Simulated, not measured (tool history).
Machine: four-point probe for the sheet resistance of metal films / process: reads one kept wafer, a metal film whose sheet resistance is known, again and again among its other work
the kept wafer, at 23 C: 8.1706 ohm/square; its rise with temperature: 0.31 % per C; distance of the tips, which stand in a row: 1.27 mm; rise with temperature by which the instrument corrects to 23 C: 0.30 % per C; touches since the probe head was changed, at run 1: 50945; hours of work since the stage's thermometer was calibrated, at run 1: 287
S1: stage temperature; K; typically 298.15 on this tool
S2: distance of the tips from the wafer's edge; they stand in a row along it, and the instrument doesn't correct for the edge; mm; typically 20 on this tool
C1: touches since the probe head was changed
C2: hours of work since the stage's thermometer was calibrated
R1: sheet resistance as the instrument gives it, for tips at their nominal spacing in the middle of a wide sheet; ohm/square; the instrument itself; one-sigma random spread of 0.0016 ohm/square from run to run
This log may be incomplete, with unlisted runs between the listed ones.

run     day      S1  S2     C1   C2        R1
  1   0.000  298.15  20  50945  287  8.158156
  2   0.983  298.15  20  51968  301  8.157274
  3   1.671  298.15  20  52680  311  8.156910
  4   3.033  298.15  20  54098  331  8.157948
  5   3.775  298.15  20  54870  341  8.153322
  6   5.371  298.15  20  56531  364  8.156155
  7   6.021  297.15  20  57207  374  8.154996
  8   6.696  298.15  20  57908  383  8.158459
      6.838  -- stage's thermometer calibrated
  9   7.371  306.15  20  58592    8  8.159552
 10   8.954  306.15  20  60235   31  8.158805
 11  10.158  299.15  13  61489   48  8.183672
 12  11.158  299.15  13  62529   62  8.176647
 13  12.442  299.15  13  63865   81  8.177896
 14  13.896  304.15   5  65374  102  8.413358
     14.629  -- stage's thermometer calibrated, once more
 15  15.475  304.15   6  66999   12  8.328370
 16  16.908  291.15  16  68486   33  8.156243
 17  18.321  303.15   3  69957   53  8.844851
 18  19.154  306.15   7  70823   65  8.280086
 19  20.088  306.15  25  71792   79  8.151769

Take each entry between the runs: how does the hidden state at the last listed run before it differ from the hidden state at the first listed run after it?
In the gap between runs 8 and 9: stage's thermometer calibrated (day 6.838)
  inner tips' distance over the nominal, %: -0.382 -> -0.384; tips' flats over new ones', %: 14 -> 15; wafer's true temperature over the reading, C: 0 -> 0.01
  measured value less the no-hidden-state value, R1: -0.033752 -> -0.033921 ohm/square
In the gap between runs 14 and 15: stage's thermometer calibrated, once more (day 14.629)
  inner tips' distance over the nominal, %: -0.404 -> -0.408; tips' flats over new ones', %: 16 -> 17
  measured value less the no-hidden-state value, R1: -0.037069 -> -0.037178 ohm/square

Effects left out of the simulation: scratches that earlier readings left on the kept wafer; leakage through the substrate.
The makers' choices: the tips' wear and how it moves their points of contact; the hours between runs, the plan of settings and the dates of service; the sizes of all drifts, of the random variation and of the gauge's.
